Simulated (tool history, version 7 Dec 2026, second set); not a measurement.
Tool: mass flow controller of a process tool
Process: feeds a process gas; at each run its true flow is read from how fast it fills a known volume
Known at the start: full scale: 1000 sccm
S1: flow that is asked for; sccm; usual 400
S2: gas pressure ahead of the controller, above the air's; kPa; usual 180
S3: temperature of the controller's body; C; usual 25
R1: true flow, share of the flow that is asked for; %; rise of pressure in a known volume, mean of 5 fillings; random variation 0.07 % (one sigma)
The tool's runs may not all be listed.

run      day   S1   S2  S3     R1
  1    0.000  400  180  25  98.01
  2    9.238  400  180  25  98.01
  3   16.083  400  180  25  98.02
  4   23.012  400  180  25  97.91
  5   29.271  169  180  25  97.50
  6   35.300  169  262  25  97.92
  7   39.942  517  180  25  98.27
  8   45.883  517  180  25  98.30
  9   50.538  517  180  25  98.31
 10   59.388  102  180  25  97.63
 11   68.008  400  180  25  98.04
 12   73.454  285  180  25  97.72
 13   83.221  285  180  25  97.59
 14   87.708  285  180  25  97.78
 15   92.738  285  180  25  97.52
 16   98.388  285  180  25  97.60
 17  106.121  285  180  25  97.67
 18  115.850  285  180  25  97.58
 19  123.600  400  157  30  97.70
 20  129.788  400  157  30  97.66
 21  139.508  400  157  30  97.62
 22  144.171  400  240  30  97.95
 23  151.650  472  244  25  98.34
 24  159.092  405  244  25  98.26
 25  165.425  400  177  25  97.84
 26  172.550  187  237  25  97.89
 27  180.804  204  180  26  97.61
 28  188.650  204  180  26  97.65
 29  194.192  204  180  25  97.63
 30  199.558  204  180  25  97.67
 31  204.100  143  180  31  97.59
 32  212.858  815  146  25  98.60
 33  222.325  105  180  26  98.16
 34  229.654  297  185  39  97.24
 35  235.767  297  185  39  97.26
 36  244.442  201  238  39  97.55

The same runs without the tool's hidden state, with the same run-to-run variation:
The hidden state here: flow at rest that the sensor doesn't see, % of full scale; true flow over the shown one, %; drift of the gauge itself on true_pct, %.
run     R1
  1  98.11
  2  98.12
  3  98.14
  4  98.05
  5  97.45
  6  97.86
  7  98.45
  8  98.50
  9  98.51
 10  97.24
 11  98.22
 12  97.82
 13  97.69
 14  97.89
 15  97.63
 16  97.72
 17  97.79
 18  97.70
 19  97.95
 20  97.92
 21  97.89
 22  98.23
 23  98.68
 24  98.56
 25  98.14
 26  97.75
 27  97.54
 28  97.57
 29  97.55
 30  97.59
 31  97.13
 32  99.20
 33  97.18
 34  97.45
 35  97.47
 36  97.43
